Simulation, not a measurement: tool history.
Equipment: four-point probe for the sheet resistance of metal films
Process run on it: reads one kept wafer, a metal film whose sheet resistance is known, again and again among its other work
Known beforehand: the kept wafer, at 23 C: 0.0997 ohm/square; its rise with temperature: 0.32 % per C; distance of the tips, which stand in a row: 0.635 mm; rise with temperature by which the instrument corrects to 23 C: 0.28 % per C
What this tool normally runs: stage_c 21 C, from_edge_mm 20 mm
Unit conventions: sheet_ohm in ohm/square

Run 1, day 0.000: usual settings. Result: sheet_ohm 0.097988 ohm/square.
Run 2, day 0.558: usual settings but from_edge_mm 37 mm. Result: sheet_ohm 0.097960 ohm/square.
At day 0.912: new probe head fitted.
Run 3, day 0.912: usual settings. Result: sheet_ohm 0.099625 ohm/square.
Run 4, day 1.238: usual settings. Result: sheet_ohm 0.099648 ohm/square.
Run 5, day 1.742: usual settings. Result: sheet_ohm 0.099605 ohm/square.
Run 6, day 2.188: usual settings but from_edge_mm 51 mm. Result: sheet_ohm 0.099624 ohm/square.
Run 7, day 2.833: usual settings. Result: sheet_ohm 0.099631 ohm/square.
Run 8, day 3.346: usual settings. Result: sheet_ohm 0.099612 ohm/square.
Run 9, day 3.638: usual settings but stage_c 26 C. Result: sheet_ohm 0.099785 ohm/square.
Run 10, day 4.258: usual settings. Result: sheet_ohm 0.099627 ohm/square.
Run 11, day 4.542: usual settings but stage_c 22 C. Result: sheet_ohm 0.099618 ohm/square.
Run 12, day 4.979: usual settings but stage_c 22 C. Result: sheet_ohm 0.099627 ohm/square.
Run 13, day 5.254: usual settings but stage_c 22 C. Result: sheet_ohm 0.099625 ohm/square.
Run 14, day 5.600: usual settings but stage_c 22 C, from_edge_mm 27 mm. Result: sheet_ohm 0.099603 ohm/square.
Run 15, day 6.017: usual settings. Result: sheet_ohm 0.099574 ohm/square.
Run 16, day 6.342: usual settings. Result: sheet_ohm 0.099569 ohm/square.
Run 17, day 6.629: usual settings. Result: sheet_ohm 0.099573 ohm/square.
Run 18, day 6.912: usual settings but stage_c 27 C. Result: sheet_ohm 0.099775 ohm/square.
Run 19, day 7.288: usual settings but stage_c 27 C. Result: sheet_ohm 0.099853 ohm/square.
Run 20, day 7.625: usual settings but stage_c 27 C. Result: sheet_ohm 0.099822 ohm/square.
Run 21, day 8.042: usual settings but stage_c 27 C. Result: sheet_ohm 0.099829 ohm/square.
Run 22, day 8.333: usual settings but stage_c 27 C. Result: sheet_ohm 0.099813 ohm/square.
At day 8.408: stage's thermometer calibrated.
Run 23, day 8.788: usual settings but stage_c 27 C. Result: sheet_ohm 0.099819 ohm/square.
Run 24, day 9.300: usual settings but stage_c 34 C, from_edge_mm 7 mm. Result: sheet_ohm 0.100500 ohm/square.
Run 25, day 9.700: usual settings but stage_c 31 C, from_edge_mm 4 mm. Result: sheet_ohm 0.101230 ohm/square.
Run 26, day 10.133: usual settings but stage_c 31 C, from_edge_mm 4 mm. Result: sheet_ohm 0.101255 ohm/square.
Run 27, day 10.512: usual settings but stage_c 31 C, from_edge_mm 4 mm. Result: sheet_ohm 0.101237 ohm/square.
At day 11.004: stage's thermometer calibrated, once more.
Run 28, day 11.092: usual settings but stage_c 19 C, from_edge_mm 4 mm. Result: sheet_ohm 0.100673 ohm/square.
Run 29, day 11.642: usual settings but stage_c 19 C. Result: sheet_ohm 0.099421 ohm/square.
Run 30, day 12.271: usual settings but stage_c 31 C, from_edge_mm 22 mm. Result: sheet_ohm 0.099885 ohm/square.
Run 31, day 12.725: usual settings but stage_c 34 C, from_edge_mm 35 mm. Result: sheet_ohm 0.099989 ohm/square.
Run 32, day 13.088: usual settings but stage_c 34 C, from_edge_mm 35 mm. Result: sheet_ohm 0.099960 ohm/square.
Run 33, day 13.554: usual settings but stage_c 34 C, from_edge_mm 35 mm. Result: sheet_ohm 0.100026 ohm/square.
Run 34, day 13.921: usual settings but from_edge_mm 17 mm. Result: sheet_ohm 0.099537 ohm/square.
Run 35, day 14.188: usual settings but from_edge_mm 17 mm. Result: sheet_ohm 0.099527 ohm/square.
Run 36, day 14.821: usual settings but from_edge_mm 17 mm. Result: sheet_ohm 0.099505 ohm/square.
Run 37, day 15.342: usual settings but from_edge_mm 17 mm. Result: sheet_ohm 0.099516 ohm/square.
Run 38, day 15.946: usual settings but from_edge_mm 8 mm. Result: sheet_ohm 0.099754 ohm/square.
Run 39, day 16.479: usual settings but stage_c 26 C, from_edge_mm 4 mm. Result: sheet_ohm 0.100969 ohm/square.
Run 40, day 16.875: usual settings but stage_c 27 C, from_edge_mm 14 mm. Result: sheet_ohm 0.099756 ohm/square.
Run 41, day 17.412: usual settings but stage_c 18 C, from_edge_mm 34 mm. Result: sheet_ohm 0.099279 ohm/square.
Run 42, day 17.746: usual settings but stage_c 18 C, from_edge_mm 27 mm. Result: sheet_ohm 0.099318 ohm/square.
Run 43, day 18.288: usual settings but stage_c 24 C, from_edge_mm 10 mm. Result: sheet_ohm 0.099734 ohm/square.
Run 44, day 18.933: usual settings but stage_c 24 C, from_edge_mm 10 mm. Result: sheet_ohm 0.099766 ohm/square.
Run 45, day 19.312: usual settings but stage_c 24 C, from_edge_mm 32 mm. Result: sheet_ohm 0.099593 ohm/square.
Run 46, day 19.846: usual settings but stage_c 26 C, from_edge_mm 4 mm. Result: sheet_ohm 0.100959 ohm/square.

Below, some changes in sheet_ohm between adjacent runs. For each, the amount present without the hidden state too (settings, incoming material, random variation) and the amount remaining for the hidden state with gauge scatter not shared by both compared results:
What the log doesn't record here: inner tips' distance over the nominal, %; tips' flats over new ones', %; wafer's true temperature over the reading, C; drift of the gauge itself on sheet_ohm, %.
Run 2 -> 3: from_edge_mm 37 -> 20, new probe head fitted. sheet_ohm +0.001665 ohm/square: hidden state +0.001628, all else +0.000037.
Run 27 -> 28: stage_c 31 -> 19, stage's thermometer calibrated, once more. sheet_ohm -0.000564 ohm/square: hidden state -0.000018, all else -0.000546.
Run 28 -> 29: from_edge_mm 4 -> 20. sheet_ohm -0.001252 ohm/square: hidden state -0.000004, all else -0.001248.
Run 45 -> 46: stage_c 24 -> 26, from_edge_mm 32 -> 4. sheet_ohm +0.001366 ohm/square: hidden state -0.000008, all else +0.001374.

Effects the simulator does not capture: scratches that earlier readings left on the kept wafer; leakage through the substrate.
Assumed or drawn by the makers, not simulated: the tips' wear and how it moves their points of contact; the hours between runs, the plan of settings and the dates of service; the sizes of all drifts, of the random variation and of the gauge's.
